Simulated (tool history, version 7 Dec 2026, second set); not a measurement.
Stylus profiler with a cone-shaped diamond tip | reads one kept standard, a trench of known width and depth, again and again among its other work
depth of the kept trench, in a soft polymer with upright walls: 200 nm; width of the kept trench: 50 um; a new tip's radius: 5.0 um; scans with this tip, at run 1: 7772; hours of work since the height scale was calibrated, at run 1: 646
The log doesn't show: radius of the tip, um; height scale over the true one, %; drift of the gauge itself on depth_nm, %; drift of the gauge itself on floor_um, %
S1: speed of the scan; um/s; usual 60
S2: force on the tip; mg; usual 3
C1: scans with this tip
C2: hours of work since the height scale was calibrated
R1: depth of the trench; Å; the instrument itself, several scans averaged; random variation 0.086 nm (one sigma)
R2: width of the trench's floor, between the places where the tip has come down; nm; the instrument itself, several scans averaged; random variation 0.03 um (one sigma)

| run | day | S1 | S2 | C1 | C2 | R1 | R2 |
|---|---|---|---|---|---|---|---|
| 1 | 0 | 60 | 3 | 7772 | 646 | 2023.4 | 46780 |
| 2 | 1.375 | 79 | 3 | 8061 | 670 | 2023.2 | 46720 |
| 3 | 3.767 | 18 | 3 | 8563 | 712 | 2023.8 | 46820 |
| 4 | 5.246 | 55 | 3 | 8873 | 738 | 2024.2 | 46800 |
| 5 | 6.671 | 60 | 3 | 9171 | 763 | 2023.2 | 46730 |
| 6 | 8.812 | 60 | 3 | 9621 | 800 | 2025.6 | 46740 |
| 7 | 10.433 | 60 | 3 | 9961 | 828 | 2024.5 | 46700 |
|  | 10.688 | height scale calibrated on a step standard |
| 8 | 12.329 | 60 | 1.06 | 10354 | 29 | 2016.4 | 46560 |
| 9 | 14.1 | 60 | 1.06 | 10725 | 60 | 2017.7 | 46520 |
| 10 | 15.433 | 60 | 1.06 | 11005 | 83 | 2018 | 46530 |

Forecast each of these 4 alternatives for the next run:
| A | 18.496 | 56 | 2.99 | 11647 | 136 | ? | ? |
| B | 18.496 | 24 | 4.1 | 11647 | 136 | ? | ? |
| C | 18.496 | 75 | 2.88 | 11647 | 136 | ? | ? |
| D | 18.496 | 18 | 3 | 11647 | 136 | ? | ? |

| run | R1 | R2 |
|---|---|---|
| A | 2026.7 | 46620 |
| B | 2032.4 | 46710 |
| C | 2025.6 | 46550 |
| D | 2026.4 | 46680 |
Without the tool's hidden state the same runs would have given:
| run | R1 | R2 |
|---|---|---|
| A | 2020 | 47090 |
| B | 2025.7 | 47180 |
| C | 2018.9 | 47020 |
| D | 2019.7 | 47150 |
